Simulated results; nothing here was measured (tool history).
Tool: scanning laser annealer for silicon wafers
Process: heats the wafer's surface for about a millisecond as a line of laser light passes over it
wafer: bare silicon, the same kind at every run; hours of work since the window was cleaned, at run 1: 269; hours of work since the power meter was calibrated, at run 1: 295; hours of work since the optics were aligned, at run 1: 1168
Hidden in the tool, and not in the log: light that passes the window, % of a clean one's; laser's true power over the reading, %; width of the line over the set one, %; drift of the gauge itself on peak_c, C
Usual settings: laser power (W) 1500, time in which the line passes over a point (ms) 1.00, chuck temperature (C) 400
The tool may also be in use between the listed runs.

| run | hour | laser power (W) | time in which the line passes over a point (ms) | chuck temperature (C) | hours of work since the window was cleaned | hours of work since the power meter was calibrated | hours of work since the optics were aligned | highest temperature of the surface (C) |
|---|---|---|---|---|---|---|---|---|
| 1 | 0.0 | 1500 | 1.00 | 400 | 269 | 295 | 1168 | 1133 |
| 2 | 12.6 | 1500 | 0.80 | 400 | 274 | 300 | 1173 | 1052 |
| 3 | 26.2 | 1456 | 1.00 | 400 | 280 | 305 | 1179 | 1104 |
| 4 | 37.6 | 1456 | 1.00 | 400 | 284 | 310 | 1184 | 1102 |
| 5 | 51.8 | 1500 | 1.00 | 400 | 290 | 316 | 1190 | 1129 |
| 6 | 68.7 | 1500 | 1.00 | 400 | 297 | 323 | 1197 | 1129 |
| 7 | 87.1 | 1500 | 1.00 | 400 | 305 | 331 | 1204 | 1128 |
|  | 112.2 | window over the wafer cleaned |
| 8 | 112.2 | 1500 | 1.00 | 400 | 0 | 341 | 1214 | 1167 |
| 9 | 137.0 | 1500 | 1.00 | 400 | 10 | 351 | 1224 | 1166 |
| 10 | 155.5 | 1500 | 0.76 | 400 | 18 | 359 | 1232 | 1064 |
| 11 | 179.8 | 1500 | 0.76 | 400 | 28 | 369 | 1242 | 1061 |
| 12 | 202.0 | 1389 | 1.00 | 400 | 37 | 378 | 1252 | 1089 |
| 13 | 227.7 | 1437 | 1.00 | 400 | 48 | 389 | 1262 | 1119 |
| 14 | 245.7 | 1437 | 1.00 | 400 | 56 | 396 | 1270 | 1118 |
| 15 | 264.5 | 1437 | 1.00 | 400 | 64 | 404 | 1278 | 1122 |
| 16 | 287.6 | 1437 | 1.00 | 400 | 73 | 414 | 1287 | 1111 |
| 17 | 308.2 | 1437 | 1.00 | 400 | 82 | 422 | 1296 | 1111 |
| 18 | 328.4 | 1437 | 1.00 | 400 | 90 | 431 | 1304 | 1115 |

Run 19 comes next. What will it give?
| 19 | 339.6 | 1506 | 1.00 | 439 | 95 | 435 | 1309 | ? |

Run 19 gave highest temperature of the surface (C) 1201.
Without the tool's hidden state the same run would have given highest temperature of the surface (C) 1224.
